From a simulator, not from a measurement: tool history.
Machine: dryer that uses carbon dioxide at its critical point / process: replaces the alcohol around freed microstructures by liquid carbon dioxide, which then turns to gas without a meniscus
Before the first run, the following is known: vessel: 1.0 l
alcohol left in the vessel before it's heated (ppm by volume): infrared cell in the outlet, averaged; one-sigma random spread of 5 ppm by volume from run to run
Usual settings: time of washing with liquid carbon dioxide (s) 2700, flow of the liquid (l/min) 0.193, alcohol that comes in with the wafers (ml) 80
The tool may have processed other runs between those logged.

| run | hour | time of washing with liquid carbon dioxide (s) | flow of the liquid (l/min) | alcohol that comes in with the wafers (ml) | alcohol left in the vessel before it's heated (ppm by volume) |
|---|---|---|---|---|---|
| 1 | 0 | 2700 | 0.193 | 80 | 183 |
| 2 | 26.6 | 3540 | 0.193 | 80 | 149 |
| 3 | 59.8 | 2700 | 0.193 | 80 | 191 |
| 4 | 83.8 | 2400 | 0.193 | 80 | 272 |
| 5 | 108.5 | 2400 | 0.193 | 29 | 189 |
| 6 | 139 | 2400 | 0.229 | 29 | 158 |
| 7 | 163.5 | 2400 | 0.229 | 29 | 161 |
| 8 | 180.7 | 2400 | 0.229 | 29 | 167 |
| 9 | 205.8 | 2400 | 0.229 | 29 | 162 |
| 10 | 227.3 | 2700 | 0.193 | 80 | 209 |
| 11 | 268.1 | 2700 | 0.193 | 80 | 218 |
| 12 | 290.6 | 2700 | 0.193 | 32 | 182 |
| 13 | 315.5 | 2700 | 0.193 | 80 | 230 |
| 14 | 343.6 | 2700 | 0.193 | 80 | 229 |
| 15 | 383.7 | 2700 | 0.193 | 80 | 245 |
|  | 392.6 | inlet filter changed |
| 16 | 416.8 | 2700 | 0.193 | 80 | 190 |
| 17 | 453.4 | 2700 | 0.157 | 80 | 312 |
| 18 | 481.1 | 2700 | 0.157 | 80 | 325 |
| 19 | 515.6 | 2220 | 0.157 | 80 | 643 |
| 20 | 558.4 | 2220 | 0.157 | 80 | 630 |
| 21 | 592.9 | 2220 | 0.157 | 80 | 668 |
| 22 | 633 | 2700 | 0.193 | 80 | 227 |
| 23 | 673.5 | 2700 | 0.193 | 80 | 239 |
| 24 | 693.8 | 2100 | 0.193 | 74 | 381 |
| 25 | 717.6 | 2100 | 0.193 | 74 | 389 |
| 26 | 737.6 | 3300 | 0.121 | 26 | 290 |
| 27 | 767.5 | 1920 | 0.274 | 26 | 224 |
| 28 | 789.9 | 1920 | 0.274 | 26 | 223 |
| 29 | 815.6 | 2580 | 0.274 | 26 | 210 |
| 30 | 837.1 | 2700 | 0.153 | 110 | 538 |
| 31 | 866.2 | 2700 | 0.153 | 110 | 517 |
| 32 | 906.2 | 4080 | 0.238 | 80 | 216 |
| 33 | 939.3 | 4080 | 0.238 | 80 | 225 |
| 34 | 972.9 | 2700 | 0.118 | 80 | 1201 |
| 35 | 1004.1 | 2700 | 0.118 | 80 | 1184 |
| 36 | 1041.6 | 2700 | 0.118 | 80 | 1231 |
| 37 | 1072.9 | 1920 | 0.118 | 31 | 1626 |
| 38 | 1092.6 | 3900 | 0.308 | 45 | 237 |
| 39 | 1122.1 | 1980 | 0.308 | 25 | 245 |
| 40 | 1150.2 | 3900 | 0.245 | 21 | 243 |

Estimate the outcome of run 41 from the log above:
|  | 1162.1 | purifier's bed changed |
| 41 | 1191.2 | 2700 | 0.23 | 39 | ? |

alcohol left in the vessel before it's heated (ppm by volume): 8
With the hidden condition absent and the run-to-run variation left alone, this run would have shown alcohol left in the vessel before it's heated (ppm by volume) 0.
